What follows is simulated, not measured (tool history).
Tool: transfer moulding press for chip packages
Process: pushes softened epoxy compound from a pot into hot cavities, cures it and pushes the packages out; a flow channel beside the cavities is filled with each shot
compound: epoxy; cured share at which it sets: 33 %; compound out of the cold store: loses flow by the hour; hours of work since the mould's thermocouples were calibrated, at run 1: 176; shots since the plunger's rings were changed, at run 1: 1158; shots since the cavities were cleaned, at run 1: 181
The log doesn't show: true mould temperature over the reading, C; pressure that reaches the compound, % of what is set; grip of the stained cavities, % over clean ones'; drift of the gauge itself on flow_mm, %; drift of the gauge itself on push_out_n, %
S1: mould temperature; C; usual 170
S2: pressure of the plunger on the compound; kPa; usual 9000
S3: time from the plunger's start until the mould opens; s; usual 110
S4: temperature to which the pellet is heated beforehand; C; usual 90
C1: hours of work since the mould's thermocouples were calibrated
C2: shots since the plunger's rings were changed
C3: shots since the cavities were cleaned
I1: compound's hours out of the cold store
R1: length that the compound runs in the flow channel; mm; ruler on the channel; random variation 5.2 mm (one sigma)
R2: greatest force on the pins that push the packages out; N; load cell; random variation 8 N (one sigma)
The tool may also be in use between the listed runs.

run 1 day=0 | S1=170 S2=9000 S3=110 S4=90 | C1=176 C2=1158 C3=181 | I1=28.5 | R1=859 R2=509
run 2 day=1.225 | S1=170 S2=9000 S3=110 S4=96 | C1=193 C2=1424 C3=447 | I1=38 | R1=817 R2=615
run 3 day=2.179 | S1=170 S2=9000 S3=110 S4=93 | C1=207 C2=1630 C3=653 | I1=35.3 | R1=826 R2=654
-- day=2.846 cavities cleaned with cleaning compound and waxed
run 4 day=3.188 | S1=170 S2=9000 S3=109 S4=90 | C1=220 C2=1834 C3=73 | I1=22.8 | R1=858 R2=423
run 5 day=3.975 | S1=170 S2=9000 S3=110 S4=90 | C1=231 C2=2005 C3=244 | I1=27.9 | R1=853 R2=531
run 6 day=5.508 | S1=170 S2=9000 S3=110 S4=90 | C1=252 C2=2338 C3=577 | I1=23.3 | R1=860 R2=698
run 7 day=6.229 | S1=170 S2=9000 S3=110 S4=90 | C1=262 C2=2493 C3=732 | I1=42.5 | R1=804 R2=684
-- day=6.658 cavities cleaned with cleaning compound and waxed
run 8 day=7.796 | S1=170 S2=9000 S3=110 S4=80 | C1=284 C2=2819 C3=246 | I1=35.2 | R1=819 R2=527
run 9 day=8.896 | S1=170 S2=9000 S3=110 S4=80 | C1=299 C2=3057 C3=484 | I1=24.7 | R1=852 R2=631
run 10 day=10.179 | S1=170 S2=9000 S3=110 S4=95 | C1=317 C2=3335 C3=762 | I1=20.5 | R1=862 R2=703
-- day=10.371 cavities cleaned with cleaning compound and waxed
run 11 day=11.1 | S1=170 S2=9000 S3=110 S4=95 | C1=329 C2=3521 C3=158 | I1=33.9 | R1=814 R2=467
run 12 day=12.579 | S1=170 S2=9000 S3=110 S4=95 | C1=350 C2=3841 C3=478 | I1=36.4 | R1=817 R2=615
-- day=12.742 mould's thermocouples calibrated
run 13 day=13.992 | S1=170 S2=6890 S3=110 S4=90 | C1=17 C2=4129 C3=766 | I1=31.4 | R1=717 R2=693
-- day=14.146 cavities cleaned with cleaning compound and waxed
run 14 day=14.758 | S1=170 S2=6890 S3=110 S4=90 | C1=27 C2=4282 C3=133 | I1=14.5 | R1=756 R2=459
-- day=15.279 mould's thermocouples calibrated, once more
run 15 day=16.012 | S1=170 S2=9000 S3=120 S4=90 | C1=10 C2=4535 C3=386 | I1=39 | R1=780 R2=545
run 16 day=17.283 | S1=173 S2=6920 S3=116 S4=86 | C1=28 C2=4810 C3=661 | I1=12.9 | R1=754 R2=632
-- day=17.912 cavities cleaned with cleaning compound and waxed
-- day=18.629 plunger's sealing rings changed
run 17 day=18.988 | S1=173 S2=6920 S3=116 S4=86 | C1=50 C2=78 C3=210 | I1=21.8 | R1=755 R2=459
run 18 day=20.446 | S1=173 S2=6920 S3=116 S4=86 | C1=70 C2=395 C3=527 | I1=29.3 | R1=739 R2=563
-- day=21.692 cavities cleaned with cleaning compound and waxed
run 19 day=21.921 | S1=173 S2=7210 S3=116 S4=86 | C1=90 C2=700 C3=49 | I1=16.9 | R1=785 R2=346
run 20 day=22.775 | S1=173 S2=7210 S3=116 S4=86 | C1=102 C2=885 C3=234 | I1=43.5 | R1=722 R2=464
run 21 day=24.05 | S1=173 S2=7210 S3=116 S4=86 | C1=120 C2=1162 C3=511 | I1=13.7 | R1=795 R2=569
run 22 day=24.762 | S1=173 S2=7210 S3=116 S4=86 | C1=130 C2=1315 C3=664 | I1=16.8 | R1=795 R2=612
-- day=25.479 cavities cleaned with cleaning compound and waxed
run 23 day=26.383 | S1=173 S2=7210 S3=116 S4=86 | C1=151 C2=1653 C3=196 | I1=11.9 | R1=807 R2=452
run 24 day=27.508 | S1=170 S2=7610 S3=110 S4=85 | C1=167 C2=1897 C3=440 | I1=9.5 | R1=833 R2=616
run 25 day=28.612 | S1=170 S2=9040 S3=110 S4=90 | C1=183 C2=2136 C3=679 | I1=16.6 | R1=882 R2=715
-- day=29.175 cavities cleaned with cleaning compound and waxed
run 26 day=30.121 | S1=163 S2=10630 S3=110 S4=90 | C1=203 C2=2449 C3=205 | I1=13.5 | R1=986 R2=682
run 27 day=31.662 | S1=163 S2=10630 S3=110 S4=90 | C1=225 C2=2783 C3=539 | I1=38.7 | R1=904 R2=873

The next listed run, before its measurement:
-- day=32.929 cavities cleaned with cleaning compound and waxed
run 28 day=33.004 | S1=170 S2=9370 S3=135 S4=90 | C1=242 C2=3060 C3=16 | I1=29.7 | R1=? R2=?

{"run 28": {"R1": 847, "R2": 353}}
Without the tool's hidden state the same run would have given R1 876 mm, R2 331 N.
